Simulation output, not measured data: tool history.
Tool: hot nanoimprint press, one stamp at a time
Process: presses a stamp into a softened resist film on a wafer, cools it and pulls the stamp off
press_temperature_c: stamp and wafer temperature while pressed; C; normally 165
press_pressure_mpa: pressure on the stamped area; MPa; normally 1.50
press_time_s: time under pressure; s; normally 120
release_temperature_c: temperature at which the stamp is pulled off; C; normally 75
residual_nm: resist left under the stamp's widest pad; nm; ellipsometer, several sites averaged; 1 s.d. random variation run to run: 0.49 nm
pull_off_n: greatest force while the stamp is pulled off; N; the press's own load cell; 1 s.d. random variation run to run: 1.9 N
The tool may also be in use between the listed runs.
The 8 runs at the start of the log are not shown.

At hour 584.0: plate thermocouple calibrated.
Run 9, hour 593.3: usual settings but press_time_s 124 s, release_temperature_c 69 C. Result: residual_nm 135.6 nm, pull_off_n 183 N.
At hour 675.1: stamp cleaned and given a new release coat.
Run 10, hour 675.1: usual settings but press_time_s 124 s, release_temperature_c 69 C. Result: residual_nm 136.5 nm, pull_off_n 154 N.
Run 11, hour 744.9: usual settings but press_time_s 124 s, release_temperature_c 69 C. Result: residual_nm 136.8 nm, pull_off_n 162 N.
Run 12, hour 803.4: usual settings but press_time_s 124 s, release_temperature_c 69 C. Result: residual_nm 137.8 nm, pull_off_n 166 N.
Run 13, hour 876.2: usual settings. Result: residual_nm 140.7 nm, pull_off_n 147 N.
At hour 952.4: plate thermocouple calibrated, once more.
Run 14, hour 961.7: usual settings. Result: residual_nm 134.3 nm, pull_off_n 158 N.
Run 15, hour 1039.0: usual settings. Result: residual_nm 134.9 nm, pull_off_n 166 N.
At hour 1083.2: stamp cleaned and given a new release coat.
Run 16, hour 1133.9: usual settings but press_temperature_c 167 C, press_pressure_mpa 1.70 MPa, release_temperature_c 70 C. Result: residual_nm 116.1 nm, pull_off_n 153 N.
At hour 1146.4: press's hydraulic seals changed and the load cell set to zero.
Run 17, hour 1215.3: usual settings but press_temperature_c 166 C, press_pressure_mpa 2.11 MPa, press_time_s 83 s, release_temperature_c 72 C. Result: residual_nm 117.3 nm, pull_off_n 153 N.
Run 18, hour 1299.0: usual settings but press_temperature_c 166 C, press_pressure_mpa 2.11 MPa, press_time_s 69 s, release_temperature_c 72 C. Result: residual_nm 128.1 nm, pull_off_n 161 N.
Run 19, hour 1387.7: usual settings but press_temperature_c 172 C, press_pressure_mpa 2.19 MPa, press_time_s 131 s, release_temperature_c 72 C. Result: residual_nm 75.7 nm, pull_off_n 169 N.
Run 20, hour 1464.7: usual settings but press_temperature_c 164 C, press_pressure_mpa 2.17 MPa, press_time_s 114 s, release_temperature_c 61 C. Result: residual_nm 116.7 nm, pull_off_n 219 N.
At hour 1500.6: stamp cleaned and given a new release coat.
Run 21, hour 1510.5: usual settings but press_temperature_c 173 C, press_time_s 69 s, release_temperature_c 79 C. Result: residual_nm 115.6 nm, pull_off_n 124 N.
Run 22, hour 1575.5: usual settings but press_temperature_c 161 C, press_pressure_mpa 0.99 MPa, press_time_s 130 s, release_temperature_c 79 C. Result: residual_nm 193.6 nm, pull_off_n 131 N.
Run 23, hour 1616.1: usual settings but press_temperature_c 161 C, press_pressure_mpa 0.99 MPa, press_time_s 130 s, release_temperature_c 79 C. Result: residual_nm 194.0 nm, pull_off_n 132 N.
At hour 1694.3: plate thermocouple calibrated.
Run 24, hour 1714.1: usual settings but press_pressure_mpa 1.20 MPa, release_temperature_c 66 C. Result: residual_nm 148.0 nm, pull_off_n 182 N.
Run 25, hour 1795.2: usual settings but press_pressure_mpa 1.32 MPa, press_time_s 211 s. Result: residual_nm 114.7 nm, pull_off_n 158 N.
Run 26, hour 1886.8: usual settings but press_pressure_mpa 1.49 MPa, release_temperature_c 70 C. Result: residual_nm 134.7 nm, pull_off_n 186 N.

What does the tool deliver on the next run?
At hour 1913.1: stamp cleaned and given a new release coat.
Run 27, hour 1975.0: usual settings but press_temperature_c 166 C, press_time_s 88 s, release_temperature_c 81 C. Result: residual_nm ?, pull_off_n ?.

residual_nm: 143.0 nm
pull_off_n: 121 N
Minus the tool's unlogged condition, the same run would have read residual_nm 137.0 nm, pull_off_n 115 N.
